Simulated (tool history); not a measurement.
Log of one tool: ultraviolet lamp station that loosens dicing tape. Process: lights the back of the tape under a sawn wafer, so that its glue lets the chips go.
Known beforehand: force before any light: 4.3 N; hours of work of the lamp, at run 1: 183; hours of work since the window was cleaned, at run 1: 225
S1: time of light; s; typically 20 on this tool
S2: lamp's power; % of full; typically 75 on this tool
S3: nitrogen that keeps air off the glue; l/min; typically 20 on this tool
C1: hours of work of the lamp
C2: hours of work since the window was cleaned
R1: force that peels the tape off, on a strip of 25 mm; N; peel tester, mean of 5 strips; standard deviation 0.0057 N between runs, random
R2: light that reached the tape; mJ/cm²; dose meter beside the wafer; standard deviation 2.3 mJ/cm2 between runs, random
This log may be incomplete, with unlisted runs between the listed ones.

{"run": 1, "hour": 0.0, "S1": 20, "S2": 75, "S3": 20, "C1": 183, "C2": 225, "R1": 0.15, "R2": 241}
{"run": 2, "hour": 8.8, "S1": 20, "S2": 63, "S3": 20, "C1": 189, "C2": 230, "R1": 0.193, "R2": 206}
{"run": 3, "hour": 19.3, "S1": 20, "S2": 63, "S3": 20, "C1": 195, "C2": 236, "R1": 0.191, "R2": 207}
{"run": 4, "hour": 30.7, "S1": 20, "S2": 63, "S3": 20, "C1": 202, "C2": 243, "R1": 0.191, "R2": 202}
{"run": 5, "hour": 37.2, "S1": 20, "S2": 63, "S3": 20, "C1": 206, "C2": 247, "R1": 0.187, "R2": 200}
{"run": 6, "hour": 43.8, "S1": 20, "S2": 75, "S3": 20, "C1": 210, "C2": 251, "R1": 0.139, "R2": 243}
{"run": 7, "hour": 56.8, "S1": 20, "S2": 74, "S3": 20, "C1": 217, "C2": 258, "R1": 0.142, "R2": 244}
{"run": 8, "hour": 63.8, "S1": 20, "S2": 74, "S3": 20, "C1": 221, "C2": 263, "R1": 0.147, "R2": 240}
{"run": 9, "hour": 73.3, "S1": 36, "S2": 75, "S3": 20, "C1": 227, "C2": 268, "R1": 0.094, "R2": 437}
{"run": 10, "hour": 84.4, "S1": 36, "S2": 75, "S3": 20, "C1": 234, "C2": 275, "R1": 0.093, "R2": 441}
{"run": 11, "hour": 95.7, "S1": 36, "S2": 75, "S3": 20, "C1": 240, "C2": 282, "R1": 0.097, "R2": 440}
{"run": 12, "hour": 105.1, "S1": 36, "S2": 75, "S3": 20, "C1": 246, "C2": 287, "R1": 0.094, "R2": 433}
{"run": 13, "hour": 119.5, "S1": 36, "S2": 75, "S3": 20, "C1": 255, "C2": 296, "R1": 0.098, "R2": 435}
{"run": 14, "hour": 126.4, "S1": 20, "S2": 88, "S3": 20, "C1": 259, "C2": 300, "R1": 0.111, "R2": 283}
{"run": 15, "hour": 137.9, "S1": 20, "S2": 75, "S3": 20, "C1": 266, "C2": 307, "R1": 0.143, "R2": 242}
{"run": 16, "hour": 149.3, "S1": 17, "S2": 93, "S3": 20, "C1": 272, "C2": 313, "R1": 0.132, "R2": 256}
{"run": 17, "hour": 159.6, "S1": 17, "S2": 76, "S3": 34, "C1": 279, "C2": 320, "R1": 0.127, "R2": 211}
{"hour": 169.0, "done": "window cleaned of glue's vapour"}
{"run": 18, "hour": 169.0, "S1": 22, "S2": 77, "S3": 17, "C1": 284, "C2": 0, "R1": 0.128, "R2": 274}
{"run": 19, "hour": 177.0, "S1": 22, "S2": 77, "S3": 17, "C1": 289, "C2": 5, "R1": 0.126, "R2": 276}
{"run": 20, "hour": 189.2, "S1": 26, "S2": 66, "S3": 8, "C1": 296, "C2": 12, "R1": 0.205, "R2": 273}
{"run": 21, "hour": 198.5, "S1": 26, "S2": 73, "S3": 36, "C1": 301, "C2": 18, "R1": 0.111, "R2": 304}
{"run": 22, "hour": 214.0, "S1": 22, "S2": 61, "S3": 9, "C1": 311, "C2": 27, "R1": 0.317, "R2": 217}
{"run": 23, "hour": 223.9, "S1": 14, "S2": 98, "S3": 12, "C1": 317, "C2": 33, "R1": 0.235, "R2": 219}
{"run": 24, "hour": 238.7, "S1": 14, "S2": 98, "S3": 12, "C1": 325, "C2": 41, "R1": 0.242, "R2": 225}
{"run": 25, "hour": 248.7, "S1": 17, "S2": 82, "S3": 20, "C1": 331, "C2": 47, "R1": 0.168, "R2": 225}
{"run": 26, "hour": 259.8, "S1": 17, "S2": 82, "S3": 20, "C1": 338, "C2": 54, "R1": 0.153, "R2": 225}
{"run": 27, "hour": 270.5, "S1": 20, "S2": 82, "S3": 20, "C1": 344, "C2": 60, "R1": 0.126, "R2": 264}
{"run": 28, "hour": 285.3, "S1": 25, "S2": 82, "S3": 14, "C1": 353, "C2": 69, "R1": 0.108, "R2": 331}
{"run": 29, "hour": 299.1, "S1": 18, "S2": 75, "S3": 22, "C1": 361, "C2": 77, "R1": 0.164, "R2": 215}

What if the next run were any one of these 5? Each begins from the tool's condition after run 29:
{"run": "A", "hour": 307.9, "S1": 14, "S2": 68, "S3": 20, "C1": 367, "C2": 83, "R1": "?", "R2": "?"}
{"run": "B", "hour": 307.9, "S1": 18, "S2": 62, "S3": 25, "C1": 367, "C2": 83, "R1": "?", "R2": "?"}
{"run": "C", "hour": 307.9, "S1": 16, "S2": 84, "S3": 17, "C1": 367, "C2": 83, "R1": "?", "R2": "?"}
{"run": "D", "hour": 307.9, "S1": 23, "S2": 100, "S3": 16, "C1": 367, "C2": 83, "R1": "?", "R2": "?"}
{"run": "E", "hour": 307.9, "S1": 14, "S2": 75, "S3": 10, "C1": 367, "C2": 83, "R1": "?", "R2": "?"}

run=A R1=0.34 R2=153
run=B R1=0.209 R2=178
run=C R1=0.198 R2=218
run=D R1=0.109 R2=372
run=E R1=0.485 R2=170
Had the tool no hidden state, the same runs would have come out as:
run=A R1=0.339 R2=154
run=B R1=0.208 R2=178
run=C R1=0.197 R2=218
run=D R1=0.109 R2=373
run=E R1=0.482 R2=171
